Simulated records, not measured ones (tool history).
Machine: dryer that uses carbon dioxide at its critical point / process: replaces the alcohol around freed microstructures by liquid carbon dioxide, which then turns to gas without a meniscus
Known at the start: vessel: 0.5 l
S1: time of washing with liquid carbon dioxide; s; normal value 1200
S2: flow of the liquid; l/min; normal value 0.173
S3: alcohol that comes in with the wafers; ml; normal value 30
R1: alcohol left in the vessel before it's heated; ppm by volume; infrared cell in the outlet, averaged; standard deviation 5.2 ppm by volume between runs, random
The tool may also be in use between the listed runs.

run     day    S1     S2  S3    R1
  1       0  1200  0.173  30   112
  2   0.317  1740  0.173  30    33
  3   0.612  1740  0.173  30    33
  4   0.912  1740  0.173  86    40
  5   1.317  1740  0.173  86    39
  6   1.675  1740  0.173  86    43
  7   1.879  1740  0.173  86    41
  8   2.138  1740  0.173  86    37
  9   2.408  1260  0.173  30    94
 10   2.829  1200  0.173  30   114
 11   3.238  1200  0.173  30   123
 12   3.442  1200  0.173  30   130
 13    3.85  1200  0.173  23   108
 14   4.121  1200  0.173  23   104
 15   4.529  1200  0.173  74   269
 16   4.712  1200  0.173  74   269
 17   4.933  1620  0.173  30    41
 18   5.329  1620  0.173  30    41
 19   5.679  1620  0.173  30    38
 20   5.988  1200  0.195  30    68
 21   6.246  1200  0.195  30    80
 22   6.567  1200  0.173  30   142
 23   6.833  1200  0.173  30   136
 24   7.125  1200  0.173  30   140
 25   7.533  1200  0.173  30   142
 26   7.908  1200  0.173  30   144
 27   8.308  1860  0.106  35   187
 28   8.592  1200  0.173  73   307
 29   8.942  1020  0.126  30  1134
 30   9.333  1020  0.126  34  1256
 31   9.679  1020  0.126  34  1309
 32   9.917  1020  0.126  26  1003
 33  10.267  1200  0.107  30  1139
 34  10.688  1200  0.107  30  1108
 35  11.012  1200  0.173  27   137
 36  11.421  1380  0.173  27    82
 37  11.758  1800  0.196  38    39
 38  12.008  1020  0.196  84   451
 39  12.292  1200  0.116  22   623
 40  12.662  1020  0.219  42   138
 41    13.1  1080  0.219  53   129
 42  13.392  1080  0.219  53   142
 43  13.629  1080   0.27  53    61
 44  13.842  1080   0.27  53    67

Same runs, no hidden state in the tool, same run-to-run variation:
Hidden state present: flow that reaches the vessel past the clogged filter, %; alcohol in the recycled carbon dioxide, ppm; drift of the gauge itself on alcohol_ppm, %.
run    R1
  1    89
  2    16
  3    16
  4    21
  5    19
  6    22
  7    19
  8    15
  9    66
 10    84
 11    91
 12    98
 13    76
 14    72
 15   215
 16   216
 17    13
 18    14
 19     9
 20    34
 21    45
 22    99
 23    93
 24    95
 25    96
 26    96
 27   133
 28   233
 29   985
 30  1088
 31  1131
 32   858
 33   974
 34   944
 35    81
 36    35
 37     0
 38   335
 39   501
 40    77
 41    68
 42    78
 43    14
 44    17
